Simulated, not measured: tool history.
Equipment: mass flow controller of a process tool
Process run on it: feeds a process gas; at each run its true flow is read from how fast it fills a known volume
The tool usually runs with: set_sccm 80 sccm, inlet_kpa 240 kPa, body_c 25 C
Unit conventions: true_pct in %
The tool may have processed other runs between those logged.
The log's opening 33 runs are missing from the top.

| run | day | set_sccm | inlet_kpa | body_c | hours of work since the controller was set to zero | hours of work since the controller was changed | true_pct |
|---|---|---|---|---|---|---|---|
| 34 | 145.496 | 38 | 195 | 23 | 3007 | 3007 | 99.55 |
| 35 | 151.308 | 80 | 248 | 25 | 3086 | 3086 | 99.33 |
| 36 | 157.146 | 80 | 248 | 25 | 3165 | 3165 | 99.41 |
| 37 | 162.479 | 80 | 248 | 25 | 3237 | 3237 | 99.41 |
| 38 | 166.817 | 80 | 221 | 33 | 3295 | 3295 | 99.12 |
| 39 | 170.621 | 80 | 221 | 33 | 3346 | 3346 | 99.16 |
| 40 | 173.846 | 80 | 221 | 33 | 3390 | 3390 | 99.15 |
| 41 | 177.088 | 80 | 221 | 33 | 3434 | 3434 | 99.13 |
| 42 | 183.225 | 80 | 221 | 33 | 3516 | 3516 | 99.11 |
| 43 | 189.346 | 150 | 221 | 33 | 3599 | 3599 | 99.32 |
| 44 | 193.708 | 150 | 221 | 33 | 3658 | 3658 | 99.21 |
| 45 | 196.946 | 150 | 221 | 33 | 3701 | 3701 | 99.47 |
| 46 | 201.971 | 150 | 221 | 33 | 3769 | 3769 | 99.14 |
| 47 | 205.204 | 150 | 242 | 33 | 3813 | 3813 | 99.13 |
| 48 | 209.4 | 144 | 241 | 28 | 3869 | 3869 | 99.48 |

Each row is a separate what-if for the run after 48, all from the same tool condition, not one after another. Results?
| A | 212.088 | 23 | 160 | 40 | 3906 | 3906 | ? |
| B | 212.088 | 80 | 240 | 39 | 3906 | 3906 | ? |
| C | 212.088 | 114 | 240 | 20 | 3906 | 3906 | ? |
| D | 212.088 | 51 | 254 | 23 | 3906 | 3906 | ? |

| run | true_pct |
|---|---|
| A | 99.01 |
| B | 98.57 |
| C | 99.86 |
| D | 99.37 |
Stripped of hidden state, with their random variation kept, the same runs would have yielded:
| run | true_pct |
|---|---|
| A | 98.99 |
| B | 98.56 |
| C | 99.85 |
| D | 99.36 |
